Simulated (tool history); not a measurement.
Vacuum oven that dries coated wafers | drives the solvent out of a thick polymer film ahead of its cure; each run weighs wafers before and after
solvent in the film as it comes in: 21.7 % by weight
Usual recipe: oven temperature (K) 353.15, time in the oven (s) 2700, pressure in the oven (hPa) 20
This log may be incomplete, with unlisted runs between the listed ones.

run,hour,oven temperature (K),time in the oven (s),pressure in the oven (hPa),solvent left in the film (%)
1,0,353.15,2700,20,5.66
2,15,353.15,3600,20,4.22
3,28.1,353.15,2700,36,6.55
4,42,344.15,2700,20,9.65
5,54.7,344.15,2700,20,9.62
6,63.3,344.15,2700,20,9.64
7,74.1,353.15,2700,20,5.66
8,84.7,343.15,2700,20,10.11
9,97.2,343.15,2700,20,10.12
10,106.1,353.15,2700,20,5.81
# hour 108.3: vacuum gauge cleaned of residue and calibrated
11,120.3,353.15,2700,20,5.81
12,130,353.15,3420,20,4.5
# hour 143.4: vacuum gauge cleaned of residue and calibrated, once more
13,146.1,353.15,3420,20,4.32
14,153.4,353.15,3420,20,4.38
15,166.8,353.15,2700,20,5.7
16,175,353.15,2700,20.7,5.83
17,183.7,353.15,2700,20.7,5.75
18,198.1,353.15,2700,20.7,5.77
19,210.1,365.15,2700,21,1.95
# hour 215.1: oven's thermocouples calibrated
20,219,365.15,1560,31,3.97
21,234,341.15,4020,20,7.94
22,247.5,345.15,4860,38.6,6.34
23,261.1,345.15,4860,38.6,6.32
24,269.5,366.15,2760,14.8,1.22
25,276.1,366.15,2760,14.8,1.2
26,289.3,366.15,2760,14.8,1.18
27,297.4,366.15,2760,14.8,1.15
28,308.6,346.15,2760,60.9,10.23
29,315.6,342.15,2820,44.7,10.96
30,330.5,342.15,2520,10.6,9.69
31,345.2,342.15,2520,10.6,9.64
32,355.8,342.15,2520,10.6,9.71
33,362.9,342.15,2520,10.6,9.68
34,374.2,342.15,2520,10.6,9.71
35,385.9,342.15,2520,10.6,9.67

Selected run-to-run steps in solvent left in the film (%), each split into two signed amounts: the part the tool would show with no hidden state at all (from settings, incoming material and random variation), and the remainder, which goes to the hidden state together with any gauge scatter not common to the measured and the hidden-state-free results:
The hidden state here: true wafer temperature over the reading, C; true pressure over the reading, kPa; drift of the gauge itself on solvent_pct, %.
Run 7 -> 8: oven temperature (K) 353.15 -> 343.15. solvent left in the film (%) +4.45: hidden state +0.04, all else +4.41.
Run 12 -> 13: vacuum gauge cleaned of residue and calibrated, once more. solvent left in the film (%) -0.18: hidden state -0.15, all else -0.03.
Run 18 -> 19: oven temperature (K) 353.15 -> 365.15, pressure in the oven (hPa) 20.7 -> 21. solvent left in the film (%) -3.82: hidden state -0.28, all else -3.54.
Run 19 -> 20: time in the oven (s) 2700 -> 1560, pressure in the oven (hPa) 21 -> 31, oven's thermocouples calibrated. solvent left in the film (%) +2.02: hidden state -0.37, all else +2.39.
Run 23 -> 24: oven temperature (K) 345.15 -> 366.15, time in the oven (s) 4860 -> 2760, pressure in the oven (hPa) 38.6 -> 14.8. solvent left in the film (%) -5.1: hidden state +0.08, all else -5.18.
Run 27 -> 28: oven temperature (K) 366.15 -> 346.15, pressure in the oven (hPa) 14.8 -> 60.9. solvent left in the film (%) +9.08: hidden state -0.07, all else +9.15.
